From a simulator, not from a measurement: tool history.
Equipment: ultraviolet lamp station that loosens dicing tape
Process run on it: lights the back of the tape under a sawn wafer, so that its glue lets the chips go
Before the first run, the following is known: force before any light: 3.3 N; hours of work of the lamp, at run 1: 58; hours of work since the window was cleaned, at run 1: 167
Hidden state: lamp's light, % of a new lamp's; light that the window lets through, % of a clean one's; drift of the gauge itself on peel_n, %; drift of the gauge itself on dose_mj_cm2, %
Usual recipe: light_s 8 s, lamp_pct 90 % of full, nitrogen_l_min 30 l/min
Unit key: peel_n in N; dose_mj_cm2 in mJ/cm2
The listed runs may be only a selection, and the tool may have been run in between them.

run	hour	light_s	lamp_pct	nitrogen_l_min	hours of work of the lamp	hours of work since the window was cleaned	peel_n	dose_mj_cm2
1	0.0	8	90	30	58	167	0.245	486
2	15.8	8	90	30	69	178	0.244	493
3	38.4	8	90	30	83	193	0.231	487
4	56.2	8	90	30	95	205	0.244	482
5	80.2	9	90	30	111	220	0.190	539
6	100.9	9	90	30	125	234	0.200	529
7	115.5	8	71	30	134	244	0.410	369
8	127.6	8	71	30	142	252	0.437	371
9	141.4	8	90	20	152	261	0.315	467
10	157.0	8	90	20	162	271	0.323	469
# hour 177.4: window cleaned of glue's vapour
11	179.2	7	90	30	176	1	0.387	387
12	196.6	7	90	30	188	13	0.402	376
13	220.3	8	90	30	203	28	0.314	422
14	241.5	8	61	30	217	42	0.679	286
15	262.2	8	61	30	231	56	0.668	291
# hour 286.9: window cleaned of glue's vapour, once more
16	286.9	8	61	30	247	0	0.521	335
17	298.1	8	61	30	254	7	0.503	326
18	318.4	8	90	30	268	21	0.236	489
19	341.5	8	90	30	283	36	0.257	479
20	364.0	8	90	46	298	51	0.221	470
21	382.3	8	90	46	310	63	0.212	476
22	403.5	8	92	30	324	77	0.243	481
23	418.5	7	61	54	334	87	0.611	273
24	440.3	9	90	39	349	101	0.194	519
25	463.5	9	90	39	364	117	0.189	513
26	474.9	9	90	39	371	124	0.187	516
27	488.5	9	80	22	380	133	0.329	453
28	509.1	5	93	18	394	147	0.760	284
29	521.1	5	93	18	402	155	0.732	289
30	539.6	5	93	18	414	167	0.762	285
31	551.7	5	93	18	422	175	0.773	283
32	568.6	12	81	14	433	186	0.231	594
33	589.4	8	71	30	447	200	0.475	347
34	605.3	8	71	30	458	210	0.487	343
35	616.6	8	71	30	465	218	0.484	341
36	628.2	13	60	30	473	226	0.267	469
37	638.9	8	97	30	480	233	0.263	464
38	663.7	14	77	34	496	249	0.120	634
39	675.8	14	77	34	504	257	0.131	635
40	691.7	14	77	34	515	268	0.141	623
41	709.5	14	77	34	526	279	0.132	634
# hour 716.6: window cleaned of glue's vapour
42	731.5	8	62	28	541	10	0.607	305

What if the next run were any one of these 5? Each begins from the tool's condition after run 42:
A	745.6	5	70	46	550	19	?	?
B	745.6	4	62	28	550	19	?	?
C	745.6	8	90	17	550	19	?	?
D	745.6	12	90	30	550	19	?	?
E	745.6	8	90	13	550	19	?	?

run	peel_n	dose_mj_cm2
A	0.897	218
B	1.370	153
C	0.372	445
D	0.128	664
E	0.431	439
Without the tool's hidden state the same runs would have given:
run	peel_n	dose_mj_cm2
A	0.702	260
B	1.160	183
C	0.258	532
D	0.093	793
E	0.305	525

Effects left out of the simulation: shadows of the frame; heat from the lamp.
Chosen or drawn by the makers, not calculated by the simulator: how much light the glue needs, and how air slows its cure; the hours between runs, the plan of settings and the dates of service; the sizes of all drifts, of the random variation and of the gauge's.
